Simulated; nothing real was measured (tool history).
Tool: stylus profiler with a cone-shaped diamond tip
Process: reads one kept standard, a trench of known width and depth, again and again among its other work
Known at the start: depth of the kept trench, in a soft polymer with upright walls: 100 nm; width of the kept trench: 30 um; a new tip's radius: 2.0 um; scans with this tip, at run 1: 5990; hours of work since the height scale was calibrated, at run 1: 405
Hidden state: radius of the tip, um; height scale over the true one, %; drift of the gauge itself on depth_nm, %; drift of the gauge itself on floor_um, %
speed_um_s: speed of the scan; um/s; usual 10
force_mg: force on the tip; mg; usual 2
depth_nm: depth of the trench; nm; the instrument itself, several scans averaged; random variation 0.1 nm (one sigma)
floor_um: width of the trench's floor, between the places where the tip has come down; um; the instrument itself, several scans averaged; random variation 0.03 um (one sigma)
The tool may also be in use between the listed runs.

run,hour,speed_um_s,force_mg,scans with this tip,hours of work since the height scale was calibrated,depth_nm,floor_um
1,0,10,2,5990,405,101.4,28.69
2,25.6,10,2.44,6191,418,101.68,28.73
3,38.5,10,2,6293,425,101.48,28.71
4,63.6,10,2,6490,438,101.49,28.7
5,87.8,10,4.28,6680,451,102.24,28.69
6,111.3,10,4.28,6866,464,102.58,28.74
7,131.2,10,4.28,7022,474,102.24,28.74
8,162.5,10,4.28,7268,491,102.47,28.68
9,192.4,8,1.99,7503,507,101.55,28.76
10,208.1,15,5.5,7626,515,102.73,28.71
11,223.5,5,4.54,7747,523,102.31,28.75
12,249.7,9,1.45,7954,537,101.21,28.65
13,267.3,8,3.01,8092,547,101.69,28.78

3 ways to go on from here, each from the tool as it stands after run 13. What would each give?
A,282,36,2.8,8208,554,?,?
B,282,8,0.72,8208,554,?,?
C,282,3,1.12,8208,554,?,?

run,depth_nm,floor_um
A,101.83,28.66
B,100.82,28.63
C,101.05,28.74
Without the tool's hidden state the same runs would have given:
run,depth_nm,floor_um
A,101.84,28.67
B,100.82,28.64
C,101.06,28.74
